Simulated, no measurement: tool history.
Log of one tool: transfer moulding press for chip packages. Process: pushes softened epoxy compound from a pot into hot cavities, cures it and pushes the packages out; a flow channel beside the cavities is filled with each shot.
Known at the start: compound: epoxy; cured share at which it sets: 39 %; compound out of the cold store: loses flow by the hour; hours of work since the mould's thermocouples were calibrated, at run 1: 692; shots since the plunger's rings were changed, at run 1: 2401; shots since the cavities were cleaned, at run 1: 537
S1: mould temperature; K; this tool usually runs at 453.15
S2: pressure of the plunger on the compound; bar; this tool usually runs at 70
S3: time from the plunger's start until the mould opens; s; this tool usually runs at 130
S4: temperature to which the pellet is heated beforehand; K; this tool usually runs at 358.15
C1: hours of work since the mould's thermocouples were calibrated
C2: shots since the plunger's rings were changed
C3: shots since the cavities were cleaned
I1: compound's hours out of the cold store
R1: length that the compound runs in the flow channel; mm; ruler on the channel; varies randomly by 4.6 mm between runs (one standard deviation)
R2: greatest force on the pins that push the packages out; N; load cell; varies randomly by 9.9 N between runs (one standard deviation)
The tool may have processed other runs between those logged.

{"run": 1, "hour": 0.0, "S1": 453.15, "S2": 70, "S3": 130, "S4": 358.15, "C1": 692, "C2": 2401, "C3": 537, "I1": 14.0, "R1": 829, "R2": 627}
{"hour": 23.0, "done": "cavities cleaned with cleaning compound and waxed"}
{"run": 2, "hour": 25.2, "S1": 453.15, "S2": 70, "S3": 130, "S4": 358.15, "C1": 705, "C2": 2582, "C3": 17, "I1": 44.3, "R1": 741, "R2": 467}
{"run": 3, "hour": 71.3, "S1": 453.15, "S2": 70, "S3": 130, "S4": 368.15, "C1": 729, "C2": 2933, "C3": 368, "I1": 37.5, "R1": 764, "R2": 591}
{"run": 4, "hour": 91.6, "S1": 453.15, "S2": 70, "S3": 130, "S4": 356.15, "C1": 740, "C2": 3089, "C3": 524, "I1": 23.2, "R1": 796, "R2": 617}
{"hour": 116.5, "done": "cavities cleaned with cleaning compound and waxed"}
{"run": 5, "hour": 135.4, "S1": 453.15, "S2": 70, "S3": 130, "S4": 356.15, "C1": 762, "C2": 3411, "C3": 144, "I1": 29.8, "R1": 790, "R2": 528}
{"run": 6, "hour": 170.7, "S1": 460.15, "S2": 70, "S3": 130, "S4": 358.15, "C1": 780, "C2": 3680, "C3": 413, "I1": 23.1, "R1": 780, "R2": 523}
{"hour": 207.5, "done": "cavities cleaned with cleaning compound and waxed"}
{"run": 7, "hour": 212.2, "S1": 460.15, "S2": 70, "S3": 130, "S4": 358.15, "C1": 802, "C2": 3986, "C3": 36, "I1": 24.6, "R1": 773, "R2": 451}
{"hour": 230.3, "done": "mould's thermocouples calibrated"}
{"run": 8, "hour": 251.0, "S1": 460.15, "S2": 70, "S3": 130, "S4": 358.15, "C1": 11, "C2": 4266, "C3": 316, "I1": 15.6, "R1": 804, "R2": 508}
{"run": 9, "hour": 292.0, "S1": 460.15, "S2": 70, "S3": 130, "S4": 360.15, "C1": 33, "C2": 4580, "C3": 630, "I1": 45.1, "R1": 718, "R2": 572}
{"hour": 299.9, "done": "cavities cleaned with cleaning compound and waxed"}
{"hour": 317.7, "done": "plunger's sealing rings changed"}
{"run": 10, "hour": 335.0, "S1": 453.15, "S2": 70, "S3": 153, "S4": 358.15, "C1": 53, "C2": 132, "C3": 248, "I1": 30.8, "R1": 797, "R2": 496}
{"run": 11, "hour": 356.6, "S1": 453.15, "S2": 70, "S3": 153, "S4": 358.15, "C1": 64, "C2": 297, "C3": 413, "I1": 41.6, "R1": 765, "R2": 538}
{"run": 12, "hour": 377.9, "S1": 453.15, "S2": 70, "S3": 153, "S4": 358.15, "C1": 76, "C2": 459, "C3": 575, "I1": 28.1, "R1": 799, "R2": 553}
{"hour": 395.1, "done": "cavities cleaned with cleaning compound and waxed"}
{"hour": 401.3, "done": "mould's thermocouples calibrated, once more"}
{"run": 13, "hour": 426.3, "S1": 453.15, "S2": 70, "S3": 130, "S4": 358.15, "C1": 13, "C2": 802, "C3": 223, "I1": 29.3, "R1": 799, "R2": 557}
{"run": 14, "hour": 455.6, "S1": 453.15, "S2": 70, "S3": 130, "S4": 358.15, "C1": 29, "C2": 1026, "C3": 447, "I1": 35.3, "R1": 784, "R2": 590}
{"hour": 491.6, "done": "cavities cleaned with cleaning compound and waxed"}
{"run": 15, "hour": 494.2, "S1": 457.15, "S2": 70, "S3": 148, "S4": 361.15, "C1": 48, "C2": 1309, "C3": 20, "I1": 28.0, "R1": 789, "R2": 417}
{"run": 16, "hour": 534.2, "S1": 453.15, "S2": 70, "S3": 148, "S4": 358.15, "C1": 69, "C2": 1614, "C3": 325, "I1": 45.7, "R1": 753, "R2": 533}
{"run": 17, "hour": 559.6, "S1": 453.15, "S2": 70, "S3": 148, "S4": 358.15, "C1": 83, "C2": 1808, "C3": 519, "I1": 15.6, "R1": 834, "R2": 553}
{"run": 18, "hour": 580.0, "S1": 453.15, "S2": 70, "S3": 148, "S4": 358.15, "C1": 93, "C2": 1964, "C3": 675, "I1": 41.8, "R1": 760, "R2": 572}

Run 19, settings as shown, results not yet in. Your forecast:
{"hour": 585.7, "done": "cavities cleaned with cleaning compound and waxed"}
{"run": 19, "hour": 602.6, "S1": 453.15, "S2": 70, "S3": 148, "S4": 358.15, "C1": 104, "C2": 2125, "C3": 130, "I1": 38.4, "R1": "?", "R2": "?"}

{"run 19": {"R1": 768, "R2": 473}}
Were there no unlogged condition in the tool, this run, its random variation unchanged, would have produced R1 781 mm, R2 422 N.

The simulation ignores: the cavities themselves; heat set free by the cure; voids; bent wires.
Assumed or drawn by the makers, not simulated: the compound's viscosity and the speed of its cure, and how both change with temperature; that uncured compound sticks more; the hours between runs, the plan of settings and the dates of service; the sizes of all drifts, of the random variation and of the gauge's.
